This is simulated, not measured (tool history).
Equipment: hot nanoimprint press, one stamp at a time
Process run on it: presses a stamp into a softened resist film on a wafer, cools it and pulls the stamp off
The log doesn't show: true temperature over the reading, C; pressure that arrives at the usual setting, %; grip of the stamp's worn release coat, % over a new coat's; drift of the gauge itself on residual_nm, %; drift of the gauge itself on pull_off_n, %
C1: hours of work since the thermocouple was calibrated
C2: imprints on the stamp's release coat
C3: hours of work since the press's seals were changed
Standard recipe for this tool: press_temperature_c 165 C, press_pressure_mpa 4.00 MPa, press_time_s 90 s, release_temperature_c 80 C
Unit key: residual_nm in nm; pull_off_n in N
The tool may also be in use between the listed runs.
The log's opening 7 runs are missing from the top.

Run 8, hour 106.5: usual settings; C1 249; C2 725; C3 289. Result: residual_nm 140.8 nm, pull_off_n 200 N.
Run 9, hour 117.2: usual settings; C1 253; C2 740; C3 294. Result: residual_nm 140.7 nm, pull_off_n 202 N.
Run 10, hour 126.3: usual settings; C1 257; C2 753; C3 298. Result: residual_nm 141.0 nm, pull_off_n 204 N.
Run 11, hour 136.1: usual settings; C1 261; C2 766; C3 302. Result: residual_nm 140.6 nm, pull_off_n 206 N.
Run 12, hour 154.7: usual settings but press_time_s 127 s; C1 269; C2 792; C3 309. Result: residual_nm 125.1 nm, pull_off_n 203 N.
Run 13, hour 163.8: usual settings but press_time_s 127 s; C1 273; C2 804; C3 313. Result: residual_nm 125.2 nm, pull_off_n 206 N.
At hour 182.4: plate thermocouple calibrated.
Run 14, hour 182.4: usual settings but press_time_s 127 s; C1 0; C2 826; C3 320. Result: residual_nm 130.8 nm, pull_off_n 201 N.
Run 15, hour 195.2: usual settings; C1 5; C2 843; C3 325. Result: residual_nm 147.4 nm, pull_off_n 212 N.
Run 16, hour 209.6: usual settings; C1 11; C2 863; C3 331. Result: residual_nm 146.5 nm, pull_off_n 212 N.
Run 17, hour 229.7: usual settings but press_temperature_c 163 C, press_pressure_mpa 5.54 MPa; C1 20; C2 891; C3 340. Result: residual_nm 133.0 nm, pull_off_n 217 N.
Run 18, hour 241.0: usual settings but press_temperature_c 163 C, press_pressure_mpa 5.54 MPa; C1 24; C2 906; C3 344. Result: residual_nm 132.9 nm, pull_off_n 223 N.
Run 19, hour 259.0: usual settings but press_temperature_c 164 C, press_time_s 93 s; C1 32; C2 931; C3 352. Result: residual_nm 151.1 nm, pull_off_n 215 N.
Run 20, hour 277.7: usual settings but press_temperature_c 164 C, press_time_s 93 s; C1 40; C2 957; C3 360. Result: residual_nm 151.3 nm, pull_off_n 219 N.
Run 21, hour 286.7: usual settings but press_temperature_c 164 C, press_pressure_mpa 3.20 MPa, press_time_s 97 s; C1 44; C2 969; C3 363. Result: residual_nm 168.0 nm, pull_off_n 226 N.
Run 22, hour 299.9: usual settings but press_pressure_mpa 5.55 MPa, press_time_s 52 s, release_temperature_c 87 C; C1 49; C2 988; C3 369. Result: residual_nm 146.9 nm, pull_off_n 217 N.
Run 23, hour 311.1: usual settings but press_temperature_c 164 C, press_pressure_mpa 2.95 MPa, press_time_s 48 s, release_temperature_c 84 C; C1 54; C2 1003; C3 374. Result: residual_nm 215.2 nm, pull_off_n 225 N.
Run 24, hour 322.7: usual settings but press_temperature_c 164 C, press_pressure_mpa 2.95 MPa, press_time_s 48 s, release_temperature_c 84 C; C1 59; C2 1019; C3 378. Result: residual_nm 215.1 nm, pull_off_n 217 N.
Run 25, hour 334.7: usual settings but press_temperature_c 164 C, press_pressure_mpa 2.95 MPa, press_time_s 48 s, release_temperature_c 84 C; C1 64; C2 1036; C3 383. Result: residual_nm 215.1 nm, pull_off_n 218 N.
Run 26, hour 343.1: usual settings but press_temperature_c 162 C, press_pressure_mpa 2.95 MPa, press_time_s 48 s, release_temperature_c 84 C; C1 67; C2 1047; C3 387. Result: residual_nm 230.0 nm, pull_off_n 225 N.
Run 27, hour 359.8: usual settings but press_temperature_c 162 C, press_pressure_mpa 6.16 MPa, press_time_s 103 s, release_temperature_c 83 C; C1 74; C2 1070; C3 394. Result: residual_nm 125.1 nm, pull_off_n 227 N.
Run 28, hour 378.0: usual settings but press_pressure_mpa 6.16 MPa, press_time_s 47 s, release_temperature_c 83 C; C1 82; C2 1095; C3 401. Result: residual_nm 143.7 nm, pull_off_n 235 N.
Run 29, hour 390.3: usual settings but press_temperature_c 166 C, press_pressure_mpa 3.46 MPa, press_time_s 47 s, release_temperature_c 83 C; C1 87; C2 1112; C3 407. Result: residual_nm 187.2 nm, pull_off_n 230 N.
Run 30, hour 410.9: usual settings but press_temperature_c 166 C, press_pressure_mpa 2.44 MPa, press_time_s 133 s, release_temperature_c 83 C; C1 96; C2 1140; C3 415. Result: residual_nm 161.9 nm, pull_off_n 230 N.
Run 31, hour 431.4: usual settings but press_time_s 55 s, release_temperature_c 72 C; C1 104; C2 1169; C3 424. Result: residual_nm 171.6 nm, pull_off_n 251 N.

Predict each of these 3 candidate next runs independently; none follows another, all start after run 31:
Run A, hour 448.0: usual settings but press_pressure_mpa 4.76 MPa, press_time_s 55 s, release_temperature_c 86 C; C1 111; C2 1191; C3 431. Result: residual_nm ?, pull_off_n ?.
Run B, hour 448.0: usual settings but press_temperature_c 169 C, press_time_s 100 s, release_temperature_c 72 C; C1 111; C2 1191; C3 431. Result: residual_nm ?, pull_off_n ?.
Run C, hour 448.0: usual settings but press_temperature_c 173 C, press_pressure_mpa 4.31 MPa, press_time_s 55 s, release_temperature_c 79 C; C1 111; C2 1191; C3 431. Result: residual_nm ?, pull_off_n ?.

run  residual_nm  pull_off_n
  A        156.8         236
  B        119.2         248
  C        120.7         239
Stripped of hidden state, with their random variation kept, the same runs would have yielded:
run  residual_nm  pull_off_n
  A        153.2         158
  B        116.8         165
  C        118.1         159
